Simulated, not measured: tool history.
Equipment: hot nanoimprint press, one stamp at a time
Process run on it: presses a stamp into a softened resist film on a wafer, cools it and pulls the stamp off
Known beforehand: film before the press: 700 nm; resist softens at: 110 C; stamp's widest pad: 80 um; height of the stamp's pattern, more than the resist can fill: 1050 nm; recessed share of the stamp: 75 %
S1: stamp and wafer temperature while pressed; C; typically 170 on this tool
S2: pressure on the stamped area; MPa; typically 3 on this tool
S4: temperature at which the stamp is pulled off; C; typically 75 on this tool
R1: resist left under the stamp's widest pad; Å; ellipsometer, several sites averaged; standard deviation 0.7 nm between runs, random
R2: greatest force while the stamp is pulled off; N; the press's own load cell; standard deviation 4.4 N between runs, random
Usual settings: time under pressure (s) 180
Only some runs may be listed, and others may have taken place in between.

Run 1, day 0: usual settings. Result: R1 3119 Å, R2 224 N.
Run 2, day 0.85: usual settings. Result: R1 3136 Å, R2 227 N.
Run 3, day 1.829: usual settings but S4 77 C. Result: R1 3127 Å, R2 218 N.
Run 4, day 3.2: usual settings but S1 180 C, S4 77 C. Result: R1 1986 Å, R2 218 N.
Run 5, day 4.408: usual settings. Result: R1 3132 Å, R2 217 N.
Run 6, day 5.3: usual settings but S4 67 C. Result: R1 3130 Å, R2 235 N.
Run 7, day 6.362: usual settings but S4 67 C. Result: R1 3134 Å, R2 235 N.
Run 8, day 7.283: usual settings. Result: R1 3125 Å, R2 231 N.
At day 7.612: plate thermocouple calibrated.
Run 9, day 8.762: usual settings. Result: R1 3149 Å, R2 229 N.
Run 10, day 10.567: usual settings. Result: R1 3135 Å, R2 231 N.
Run 11, day 12.129: usual settings. Result: R1 3145 Å, R2 233 N.
Run 12, day 14.008: usual settings. Result: R1 3142 Å, R2 226 N.
Run 13, day 14.817: usual settings. Result: R1 3155 Å, R2 223 N.
Run 14, day 15.908: usual settings. Result: R1 3152 Å, R2 232 N.
Run 15, day 17.817: usual settings but S1 167 C, time under pressure (s) 176. Result: R1 3642 Å, R2 227 N.

Run 16 has not been measured yet. What should we expect?
Run 16, day 19.154: usual settings but S1 179 C, S2 3.05 MPa, time under pressure (s) 145, S4 63 C. Result: R1 ?, R2 ?.

Run 16 gave R1 2244 Å, R2 247 N.
Were there no unlogged condition in the tool, this run, its random variation unchanged, would have produced R1 2224 Å, R2 246 N.

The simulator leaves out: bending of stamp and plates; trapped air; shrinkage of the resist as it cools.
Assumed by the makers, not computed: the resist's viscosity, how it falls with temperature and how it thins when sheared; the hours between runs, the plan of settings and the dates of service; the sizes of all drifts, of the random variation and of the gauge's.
